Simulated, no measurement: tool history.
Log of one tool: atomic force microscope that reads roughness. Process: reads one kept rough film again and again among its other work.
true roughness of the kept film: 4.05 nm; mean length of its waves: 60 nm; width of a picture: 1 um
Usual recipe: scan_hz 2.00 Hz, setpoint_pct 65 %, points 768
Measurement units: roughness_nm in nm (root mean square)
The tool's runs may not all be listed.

run,day,scan_hz,setpoint_pct,points,roughness_nm
1,0.000,2.00,65,768,3.693
2,3.246,2.00,65,760,3.540
3,5.721,2.00,62,760,3.446
4,7.842,2.00,62,760,3.344
# day 9.204: new tip fitted
5,11.367,2.00,65,768,3.579
6,13.646,2.00,65,768,3.484
7,16.992,2.00,65,768,3.318
# day 18.654: new tip fitted
8,20.071,2.00,65,323,3.606
9,22.321,2.00,65,768,3.501
10,24.304,2.00,65,768,3.410
11,26.629,2.00,65,768,3.302
# day 28.312: new tip fitted
12,28.312,2.00,65,768,3.669

Run 13 comes next. What will it give?
13,30.038,0.67,65,768,?

roughness_nm: 3.671 nm (root mean square)
On a tool with no hidden condition, and with the same random variation, this run would have come out at roughness_nm 3.844 nm (root mean square).
